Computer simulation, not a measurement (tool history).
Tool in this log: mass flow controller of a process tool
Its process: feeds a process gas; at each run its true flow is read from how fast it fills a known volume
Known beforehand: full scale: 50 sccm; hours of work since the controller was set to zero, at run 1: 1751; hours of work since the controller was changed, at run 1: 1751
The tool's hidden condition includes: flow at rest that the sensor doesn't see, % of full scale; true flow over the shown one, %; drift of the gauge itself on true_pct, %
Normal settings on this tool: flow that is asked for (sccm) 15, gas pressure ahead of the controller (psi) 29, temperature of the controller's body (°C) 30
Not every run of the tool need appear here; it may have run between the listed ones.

run    hour  flow that is asked for (sccm)  gas pressure ahead of the controller (psi)  temperature of the controller's body (°C)  hours of work since the controller was set to zero  hours of work since the controller was changed  true flow (%)
  1       0                             15                                          29                                         30                                                1751                                            1751          97.58
  2     124                             15                                          29                                         30                                                1801                                            1801          97.49
  3   197.1                             15                                          29                                         30                                                1830                                            1830           97.5
  4   267.3                             15                                          29                                         30                                                1858                                            1858          97.47
  5   389.1                             15                                          29                                         30                                                1907                                            1907          97.58
  6   496.2                             15                                          29                                         24                                                1950                                            1950          97.79
  7   606.9                             15                                        34.1                                         30                                                1994                                            1994          97.51
  8   716.6                             15                                        34.1                                         30                                                2038                                            2038           97.3
  9   854.1                             15                                        34.1                                         30                                                2093                                            2093           97.3
 10  1009.8                             15                                        34.1                                         30                                                2155                                            2155          97.39
 11  1081.8                             45                                          29                                         30                                                2184                                            2184           99.4
 12  1151.9                             45                                          29                                         30                                                2212                                            2212           99.5
 13  1250.8                             45                                          29                                         30                                                2252                                            2252          99.41
 14  1404.8                             45                                          29                                         30                                                2313                                            2313          99.38
 15  1491.4                             45                                          29                                         30                                                2348                                            2348          99.49
 16  1610.3                             15                                          29                                         30                                                2395                                            2395          97.46
 17  1756.6                              5                                          29                                         30                                                2454                                            2454          96.78
 18  1873.1                             15                                          29                                         30                                                2501                                            2501          97.55
 19    2038                             15                                          29                                         30                                                2567                                            2567          97.56
 20  2120.7                             16                                          29                                         30                                                2600                                            2600          97.41
 21  2255.8                             16                                          29                                         30                                                2654                                            2654          97.64
 22  2386.7                             15                                          29                                         30                                                2706                                            2706          97.61
 23  2491.5                             15                                          29                                         30                                                2748                                            2748          97.51
 24  2616.5                             15                                          29                                         25                                                2798                                            2798          97.79
 25  2709.4                              6                                        20.3                                         20                                                2835                                            2835          97.58
 26  2828.8                              7                                          29                                         30                                                2883                                            2883          96.84
 27  2901.9                              7                                          29                                         30                                                2912                                            2912          96.91
 28  3037.9                              5                                          22                                         36                                                2967                                            2967          96.95
 29  3209.2                              6                                        33.5                                         22                                                3035                                            3035          97.03
 30  3317.8                             30                                        33.5                                         30                                                3079                                            3079          98.39
 31  3388.1                              5                                        33.5                                         30                                                3107                                            3107          96.66
 32    3521                             15                                        30.5                                         21                                                3160                                            3160          97.84
 33  3605.3                             15                                        30.5                                         21                                                3194                                            3194          97.86
 34    3739                             31                                          29                                         36                                                3247                                            3247          98.41
 35  3833.5                             31                                          29                                         36                                                3285                                            3285          98.32
 36  3964.4                             18                                        20.9                                         37                                                3337                                            3337          97.69
 37  4051.3                             18                                        20.9                                         37                                                3372                                            3372          97.62
 38  4172.5                             33                                        34.1                                         35                                                3421                                            3421          98.37
 39  4300.1                             14                                        23.1                                         28                                                3472                                            3472          97.79
 40  4414.5                             21                                        29.7                                         32                                                3517                                            3517          97.93
 41  4586.7                             21                                        29.7                                         32                                                3586                                            3586          97.85
 42  4748.9                             10                                        29.2                                         33                                                3651                                            3651          97.09
 43  4843.2                              6                                        25.4                                         30                                                3689                                            3689          97.03
 44    4922                             15                                        38.9                                         22                                                3720                                            3720          97.45
 45  5045.9                              8                                          36                                         38                                                3770                                            3770          96.51
 46    5134                             20                                        35.5                                         21                                                3805                                            3805          98.08
 47  5222.2                             20                                        35.5                                         21                                                3841                                            3841          97.96
 48  5386.6                             23                                        28.9                                         30                                                3906                                            3906          98.09

Results for each run, recomputed without the tool's hidden state and with each run's random variation untouched:
run  true flow (%)
  1          97.59
  2          97.51
  3          97.51
  4          97.48
  5          97.59
  6          97.81
  7          97.52
  8          97.31
  9          97.31
 10           97.4
 11           99.4
 12           99.5
 13          99.41
 14          99.38
 15          99.49
 16          97.47
 17          96.84
 18          97.56
 19          97.57
 20          97.42
 21          97.65
 22          97.62
 23          97.52
 24          97.81
 25          97.62
 26          96.88
 27          96.95
 28          97.02
 29          97.08
 30           98.4
 31          96.72
 32          97.86
 33          97.88
 34          98.42
 35          98.33
 36          97.71
 37          97.64
 38          98.37
 39          97.81
 40          97.94
 41          97.86
 42          97.13
 43          97.09
 44          97.47
 45          96.55
 46          98.09
 47          97.97
 48           98.1
